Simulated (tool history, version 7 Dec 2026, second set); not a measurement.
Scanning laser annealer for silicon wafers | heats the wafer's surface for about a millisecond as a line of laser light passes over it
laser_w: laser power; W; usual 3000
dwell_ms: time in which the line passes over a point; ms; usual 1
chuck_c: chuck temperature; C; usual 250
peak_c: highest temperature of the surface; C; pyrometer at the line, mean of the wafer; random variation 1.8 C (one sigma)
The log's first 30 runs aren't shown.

{"run": 31, "hour": 1113.7, "laser_w": 3236, "dwell_ms": 0.86, "chuck_c": 242, "peak_c": 939}
{"run": 32, "hour": 1155.4, "laser_w": 3000, "dwell_ms": 1, "chuck_c": 266, "peak_c": 952}
{"run": 33, "hour": 1186.7, "laser_w": 3000, "dwell_ms": 1, "chuck_c": 237, "peak_c": 925}
{"run": 34, "hour": 1240.9, "laser_w": 2975, "dwell_ms": 1.02, "chuck_c": 230, "peak_c": 912}
{"run": 35, "hour": 1282.7, "laser_w": 2975, "dwell_ms": 1.02, "chuck_c": 230, "peak_c": 912}
{"run": 36, "hour": 1315.9, "laser_w": 3253, "dwell_ms": 0.9, "chuck_c": 250, "peak_c": 954}
{"run": 37, "hour": 1351.2, "laser_w": 3253, "dwell_ms": 0.9, "chuck_c": 250, "peak_c": 948}
{"run": 38, "hour": 1406.9, "laser_w": 3253, "dwell_ms": 0.9, "chuck_c": 250, "peak_c": 948}
{"run": 39, "hour": 1452.0, "laser_w": 3253, "dwell_ms": 0.9, "chuck_c": 250, "peak_c": 946}
{"run": 40, "hour": 1494.5, "laser_w": 3253, "dwell_ms": 0.9, "chuck_c": 270, "peak_c": 964}

5 ways to go on from here, each from the tool as it stands after run 40. What would each give?
{"run": "A", "hour": 1533.1, "laser_w": 3253, "dwell_ms": 1.1, "chuck_c": 273, "peak_c": "?"}
{"run": "B", "hour": 1533.1, "laser_w": 2620, "dwell_ms": 0.96, "chuck_c": 250, "peak_c": "?"}
{"run": "C", "hour": 1533.1, "laser_w": 3000, "dwell_ms": 0.8, "chuck_c": 278, "peak_c": "?"}
{"run": "D", "hour": 1533.1, "laser_w": 3000, "dwell_ms": 1.18, "chuck_c": 250, "peak_c": "?"}
{"run": "E", "hour": 1533.1, "laser_w": 3055, "dwell_ms": 0.9, "chuck_c": 270, "peak_c": "?"}

run=A peak_c=1028
run=B peak_c=832
run=C peak_c=887
run=D peak_c=968
run=E peak_c=923
Without the tool's hidden state the same runs would have given:
run=A peak_c=1066
run=B peak_c=861
run=C peak_c=918
run=D peak_c=1005
run=E peak_c=956
